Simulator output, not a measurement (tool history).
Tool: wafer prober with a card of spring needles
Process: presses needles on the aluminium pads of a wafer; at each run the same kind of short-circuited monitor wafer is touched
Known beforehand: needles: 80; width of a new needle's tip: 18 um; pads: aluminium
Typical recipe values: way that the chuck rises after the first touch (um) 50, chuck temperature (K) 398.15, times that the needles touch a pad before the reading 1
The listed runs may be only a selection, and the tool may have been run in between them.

| run | hour | way that the chuck rises after the first touch (um) | chuck temperature (K) | times that the needles touch a pad before the reading | resistance of one needle with its contact and lead (mohm) | way that a needle slides on the pad (um) |
|---|---|---|---|---|---|---|
| 1 | 0 | 50 | 398.15 | 1 | 296 | 12.32 |
|  | 2.3 | tips cleaned on abrasive film |
| 2 | 14.2 | 50 | 398.15 | 1 | 261 | 12.32 |
|  | 30.5 | tips cleaned on abrasive film |
| 3 | 40.4 | 50 | 398.15 | 1 | 246 | 12.27 |
| 4 | 56 | 50 | 398.15 | 1 | 294 | 12.3 |
|  | 58.9 | tips cleaned on abrasive film |
| 5 | 69.3 | 50 | 398.15 | 1 | 249 | 12.27 |
|  | 88.1 | tips cleaned on abrasive film |
| 6 | 88.1 | 50 | 398.15 | 2 | 179 | 12.26 |
| 7 | 115.6 | 45 | 398.15 | 2 | 265 | 11.01 |
|  | 118.4 | tips cleaned on abrasive film |
| 8 | 142.4 | 32 | 301.15 | 1 | 454 | 7.78 |
|  | 146.6 | tips cleaned on abrasive film |
| 9 | 159.4 | 32 | 301.15 | 1 | 388 | 7.79 |
|  | 175 | tips cleaned on abrasive film |
| 10 | 185.1 | 64 | 344.15 | 3 | 181 | 15.69 |
|  | 204.4 | tips cleaned on abrasive film |
| 11 | 207 | 44 | 308.15 | 3 | 180 | 10.71 |
| 12 | 224.3 | 50 | 398.15 | 1 | 284 | 12.21 |

4 options for the next run, each taken on its own from the tool as it stands now. Forecast them:
|  | 234.8 | tips cleaned on abrasive film |
| A | 252.9 | 37 | 333.15 | 1 | ? | ? |
|  | 234.8 | tips cleaned on abrasive film |
| B | 252.9 | 68 | 398.15 | 2 | ? | ? |
|  | 234.8 | tips cleaned on abrasive film |
| C | 252.9 | 32 | 299.15 | 2 | ? | ? |
|  | 234.8 | tips cleaned on abrasive film |
| D | 252.9 | 70 | 305.15 | 2 | ? | ? |

| run | resistance of one needle with its contact and lead (mohm) | way that a needle slides on the pad (um) |
|---|---|---|
| A | 366 | 8.99 |
| B | 203 | 16.63 |
| C | 328 | 7.76 |
| D | 192 | 17.17 |
Take away the tool's hidden state, keep each run's random variation, and the runs would have read:
| run | resistance of one needle with its contact and lead (mohm) | way that a needle slides on the pad (um) |
|---|---|---|
| A | 176 | 9.19 |
| B | 170 | 16.82 |
| C | 170 | 7.95 |
| D | 155 | 17.36 |

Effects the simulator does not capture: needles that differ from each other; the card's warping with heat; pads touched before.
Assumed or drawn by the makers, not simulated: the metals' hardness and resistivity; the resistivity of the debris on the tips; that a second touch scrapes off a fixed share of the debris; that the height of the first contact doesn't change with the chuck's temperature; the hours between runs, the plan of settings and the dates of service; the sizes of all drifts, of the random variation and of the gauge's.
